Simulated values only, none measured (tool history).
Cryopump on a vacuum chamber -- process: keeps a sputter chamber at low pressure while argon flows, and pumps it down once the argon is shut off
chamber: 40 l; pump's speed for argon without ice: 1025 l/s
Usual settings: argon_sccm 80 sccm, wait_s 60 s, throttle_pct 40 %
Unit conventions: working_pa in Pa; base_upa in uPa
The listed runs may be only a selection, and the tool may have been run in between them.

run	hour	argon_sccm	wait_s	throttle_pct	working_pa	base_upa
1	0.0	80	60	40	0.3475	2.95
2	74.4	80	60	40	0.3501	3.08
3	178.5	80	231	40	0.3538	2.18
4	248.4	80	231	40	0.3549	2.28
# hour 280.1: leaking fittings of the chamber tightened, without venting
5	360.0	80	231	40	0.3569	0.89
# hour 431.7: pump warmed up, emptied and cooled again
6	455.3	80	231	40	0.3369	0.95
7	555.5	156	160	40	0.6633	1.21
8	619.9	156	160	40	0.6659	1.26
9	708.8	156	160	40	0.6699	1.34
10	806.4	156	160	40	0.6675	1.47
11	901.0	156	160	40	0.6761	1.53
12	951.4	66	60	24	0.4678	2.53

Below are 3 alternative next runs, each starting from the tool's condition after run 12. Predict each:
A	1055.1	66	60	21	?	?
B	1055.1	80	60	48	?	?
C	1055.1	44	58	46	?	?

run	working_pa	base_upa
A	0.5349	2.63
B	0.2948	2.67
C	0.1694	2.72
The same runs, with their run-to-run variation unchanged, on a tool lacking any hidden condition would have given:
run	working_pa	base_upa
A	0.5177	1.69
B	0.2741	1.72
C	0.1579	1.77

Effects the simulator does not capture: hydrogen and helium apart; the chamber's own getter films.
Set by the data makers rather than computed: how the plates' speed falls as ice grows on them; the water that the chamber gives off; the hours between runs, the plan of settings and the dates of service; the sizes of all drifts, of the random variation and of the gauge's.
